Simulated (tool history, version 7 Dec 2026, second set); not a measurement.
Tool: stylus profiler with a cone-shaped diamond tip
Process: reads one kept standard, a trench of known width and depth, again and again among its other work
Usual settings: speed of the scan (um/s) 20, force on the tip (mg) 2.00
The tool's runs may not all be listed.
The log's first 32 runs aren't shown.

run    hour  speed of the scan (um/s)  force on the tip (mg)  depth of the trench (angstrom)  width of the trench's floor (µm)
 33  1807.5                        40                   2.34                          1009.4                             27.46
 34  1839.4                        40                   1.30                          1005.8                             27.41
 35  1885.1                         8                   1.51                          1005.5                             27.40
 36  1962.6                        64                   2.42                          1007.6                             27.31
 37  2003.1                        28                   0.69                          1002.6                             27.35
 38  2047.2                        28                   0.69                          1002.0                             27.35
 39  2101.8                        17                   1.37                          1006.1                             27.29
 40  2163.9                        71                   3.93                          1012.6                             27.24
 41  2206.4                        71                   3.93                          1012.4                             27.20
 42  2248.9                        27                   1.27                          1003.5                             27.21
     2274.0  -- new tip fitted, height scale calibrated
 43  2287.4                        74                   1.73                          1008.4                             27.82
 44  2349.4                         7                   2.00                          1009.4                             27.90

Forecast each of these 5 alternatives for the next run:
  A  2400.9                        41                   1.07                               ?                                 ?
  B  2400.9                        20                   0.69                               ?                                 ?
  C  2400.9                         7                   0.73                               ?                                 ?
  D  2400.9                        11                   3.66                               ?                                 ?
  E  2400.9                         6                   2.71                               ?                                 ?

run  depth of the trench (angstrom)  width of the trench's floor (µm)
  A                          1004.7                             27.77
  B                          1004.3                             27.83
  C                          1004.5                             27.81
  D                          1015.1                             27.87
  E                          1011.7                             27.89
Without the tool's hidden state the same runs would have given:
run  depth of the trench (angstrom)  width of the trench's floor (µm)
  A                          1005.5                             27.90
  B                          1005.1                             27.96
  C                          1005.3                             27.94
  D                          1015.9                             27.99
  E                          1012.5                             28.01
